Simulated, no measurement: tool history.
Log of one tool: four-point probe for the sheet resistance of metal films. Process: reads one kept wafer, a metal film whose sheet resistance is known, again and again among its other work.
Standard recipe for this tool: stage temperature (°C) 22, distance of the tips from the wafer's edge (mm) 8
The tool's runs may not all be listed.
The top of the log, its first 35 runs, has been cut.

run,day,stage temperature (°C),distance of the tips from the wafer's edge (mm),sheet resistance as the instrument gives it (ohm/square)
36,26.262,25,9,0.259213
37,26.825,25,9,0.259161
38,27.675,25,9,0.259191
39,28.162,25,9,0.2592
40,28.883,27,8,0.259172
41,29.825,27,8,0.25914
42,30.3,26,8,0.259166
43,31.121,26,8,0.259282
44,31.971,30,37,0.258538

Forecast each of these 4 alternatives for the next run:
A,32.671,18,8,?
B,32.671,20,8,?
C,32.671,19,10,?
D,32.671,23,15,?

run,sheet resistance as the instrument gives it (ohm/square)
A,0.25958
B,0.259476
C,0.259243
D,0.258899
Without the tool's hidden state the same runs would have given:
run,sheet resistance as the instrument gives it (ohm/square)
A,0.259577
B,0.259473
C,0.259241
D,0.258896
